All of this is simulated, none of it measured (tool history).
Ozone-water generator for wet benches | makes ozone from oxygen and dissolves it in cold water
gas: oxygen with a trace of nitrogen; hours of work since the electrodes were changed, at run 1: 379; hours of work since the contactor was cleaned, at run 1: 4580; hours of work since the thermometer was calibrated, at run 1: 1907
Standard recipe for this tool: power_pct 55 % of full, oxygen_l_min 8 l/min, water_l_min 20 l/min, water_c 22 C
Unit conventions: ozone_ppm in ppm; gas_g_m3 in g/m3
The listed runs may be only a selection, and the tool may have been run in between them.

run    hour  power_pct  oxygen_l_min  water_l_min  water_c  hours of work since the electrodes were changed  hours of work since the contactor was cleaned  hours of work since the thermometer was calibrated  ozone_ppm  gas_g_m3
  1       0         55             8           20       22                                              379                                           4580                                                1907       21.5     227.7
  2    52.4         55             8           20       22                                              418                                           4619                                                1945       21.4     227.5
  3   164.5         55             8           20       22                                              500                                           4701                                                2028       21.9     230.1
  4   243.5         55             8           20       22                                              559                                           4759                                                2086       21.5     229.4
  5     373         55             8           20       22                                              654                                           4855                                                2182       21.5     227.7
  6   441.9         55             8           20       22                                              705                                           4906                                                2232       21.9     227.4
  7   565.2         55             8           20       22                                              796                                           4996                                                2323       21.3     230.7
  8   661.6         55             8           20       22                                              867                                           5067                                                2394       21.5     230.9
  9   741.1         55             8           20       22                                              925                                           5126                                                2453       21.7       232
 10   849.1         55             8           20       22                                             1005                                           5205                                                2532       21.7     230.7
 11   906.3         55             8           17       22                                             1047                                           5248                                                2574         24     232.9
 12     996         55             8           17       22                                             1113                                           5314                                                2640       23.8     235.1
 13  1124.4         55             8           17       22                                             1208                                           5408                                                2735         24     235.6
 14    1218         55             8           17       22                                             1276                                           5477                                                2804       24.2     234.7
 15  1314.5         55             8           17       22                                             1348                                           5548                                                2875       24.5     235.5
     1341.4  -- gauge calibrated
 16  1427.9         55          6.11           20       22                                             1431                                           5632                                                2959       22.6       272
 17  1531.8         55          6.11           20       22                                             1508                                           5708                                                3035       22.9     271.9
 18  1630.3         55          6.11           20       22                                             1580                                           5781                                                3108       23.1     271.8
     1665.8  -- water thermometer calibrated
 19  1748.2         66          8.36           21       26                                             1667                                           5867                                                  61         22     258.6
 20  1863.9         55          8.36           21       26                                             1752                                           5953                                                 146         19     224.3
 21  1987.4         55             8           17       22                                             1843                                           6044                                                 237       24.3     230.6
 22  2054.5         55             8           17       22                                             1892                                           6093                                                 286       24.4     229.7
 23  2167.2         63             8           20       15                                             1975                                           6176                                                 369       27.1     258.5
 24  2273.9         63             8           20       15                                             2054                                           6255                                                 448         27     257.6
 25  2388.7         70          4.93           16       23                                             2138                                           6339                                                 532         33     380.9
 26  2479.9         91          5.68           17       26                                             2206                                           6406                                                 600       35.7     427.1
 27  2550.9         91          5.68           17       26                                             2258                                           6459                                                 652       35.7     427.9
 28  2645.7         55           6.6           20       22                                             2328                                           6529                                                 722       22.4     263.9
 29    2717         82          9.37           25       15                                             2380                                           6581                                                 774       27.5     290.7
 30    2823         82          9.37           25       15                                             2458                                           6659                                                 852       27.4     290.1
 31  2876.8         82          9.37           25       15                                             2498                                           6699                                                 892       27.3     291.2
 32  2990.1         61          9.37           28       15                                             2582                                           6782                                                 976       19.5     231.9

Entry by entry between the runs, the difference in hidden state between the last listed run before and the first listed run after:
Between runs 15 and 16: gauge calibrated (hour 1341.4)
  drift of the gauge itself on gas_g_m3, %: 2.79 -> 0.18
  difference, measured minus the result without the unlogged condition, gas_g_m3: +6.3 -> +0.4 g/m3
Between runs 18 and 19: water thermometer calibrated (hour 1665.8)
  drift of the gauge itself on gas_g_m3, %: 0.61 -> 0.86
  difference, measured minus the result without the unlogged condition, gas_g_m3: +1.6 -> +2 g/m3

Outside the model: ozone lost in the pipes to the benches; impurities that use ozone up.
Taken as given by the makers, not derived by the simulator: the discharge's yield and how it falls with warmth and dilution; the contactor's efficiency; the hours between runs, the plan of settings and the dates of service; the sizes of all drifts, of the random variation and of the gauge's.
